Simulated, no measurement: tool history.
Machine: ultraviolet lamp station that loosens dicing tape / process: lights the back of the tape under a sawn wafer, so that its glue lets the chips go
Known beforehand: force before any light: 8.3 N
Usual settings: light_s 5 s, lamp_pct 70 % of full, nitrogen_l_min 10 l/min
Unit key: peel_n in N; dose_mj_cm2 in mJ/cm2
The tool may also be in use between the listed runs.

run 1 hour=0.0 | light_s=5 lamp_pct=70 nitrogen_l_min=10 | peel_n=0.798 dose_mj_cm2=162
run 2 hour=8.6 | light_s=5 lamp_pct=70 nitrogen_l_min=10 | peel_n=0.832 dose_mj_cm2=162
run 3 hour=20.1 | light_s=5 lamp_pct=70 nitrogen_l_min=10 | peel_n=0.823 dose_mj_cm2=157
run 4 hour=33.3 | light_s=5 lamp_pct=70 nitrogen_l_min=10 | peel_n=0.868 dose_mj_cm2=156
run 5 hour=49.6 | light_s=5 lamp_pct=70 nitrogen_l_min=10 | peel_n=0.860 dose_mj_cm2=158
run 6 hour=56.3 | light_s=5 lamp_pct=70 nitrogen_l_min=12 | peel_n=0.777 dose_mj_cm2=159
run 7 hour=65.1 | light_s=5 lamp_pct=70 nitrogen_l_min=12 | peel_n=0.764 dose_mj_cm2=154
run 8 hour=73.2 | light_s=5 lamp_pct=70 nitrogen_l_min=12 | peel_n=0.782 dose_mj_cm2=156
run 9 hour=88.0 | light_s=5 lamp_pct=70 nitrogen_l_min=12 | peel_n=0.801 dose_mj_cm2=151
run 10 hour=100.2 | light_s=5 lamp_pct=70 nitrogen_l_min=12 | peel_n=0.808 dose_mj_cm2=147
run 11 hour=115.0 | light_s=5 lamp_pct=70 nitrogen_l_min=5 | peel_n=1.578 dose_mj_cm2=151
run 12 hour=123.6 | light_s=5 lamp_pct=70 nitrogen_l_min=5 | peel_n=1.626 dose_mj_cm2=147
-- hour=137.6 window cleaned of glue's vapour
run 13 hour=139.2 | light_s=5 lamp_pct=70 nitrogen_l_min=5 | peel_n=1.269 dose_mj_cm2=173
run 14 hour=150.1 | light_s=5 lamp_pct=70 nitrogen_l_min=10 | peel_n=0.753 dose_mj_cm2=169
run 15 hour=159.1 | light_s=5 lamp_pct=70 nitrogen_l_min=10 | peel_n=0.775 dose_mj_cm2=169
run 16 hour=167.8 | light_s=4 lamp_pct=71 nitrogen_l_min=8 | peel_n=1.292 dose_mj_cm2=133
run 17 hour=182.7 | light_s=4 lamp_pct=71 nitrogen_l_min=8 | peel_n=1.354 dose_mj_cm2=132
run 18 hour=195.8 | light_s=6 lamp_pct=91 nitrogen_l_min=3 | peel_n=0.917 dose_mj_cm2=255
run 19 hour=212.2 | light_s=7 lamp_pct=67 nitrogen_l_min=3 | peel_n=1.248 dose_mj_cm2=216
run 20 hour=221.1 | light_s=4 lamp_pct=76 nitrogen_l_min=14 | peel_n=0.868 dose_mj_cm2=137
run 21 hour=235.2 | light_s=4 lamp_pct=82 nitrogen_l_min=10 | peel_n=0.988 dose_mj_cm2=151
run 22 hour=248.9 | light_s=4 lamp_pct=70 nitrogen_l_min=10 | peel_n=1.283 dose_mj_cm2=129
run 23 hour=258.1 | light_s=8 lamp_pct=70 nitrogen_l_min=11 | peel_n=0.361 dose_mj_cm2=248
run 24 hour=266.8 | light_s=8 lamp_pct=70 nitrogen_l_min=11 | peel_n=0.365 dose_mj_cm2=247

Run 25 has not been measured yet. What should we expect?
run 25 hour=274.8 | light_s=5 lamp_pct=95 nitrogen_l_min=4 | peel_n=? dose_mj_cm2=?

peel_n: 1.048 N
dose_mj_cm2: 208 mJ/cm2
With no hidden state in the tool, this same run would have given peel_n 0.575 N, dose_mj_cm2 290 mJ/cm2.
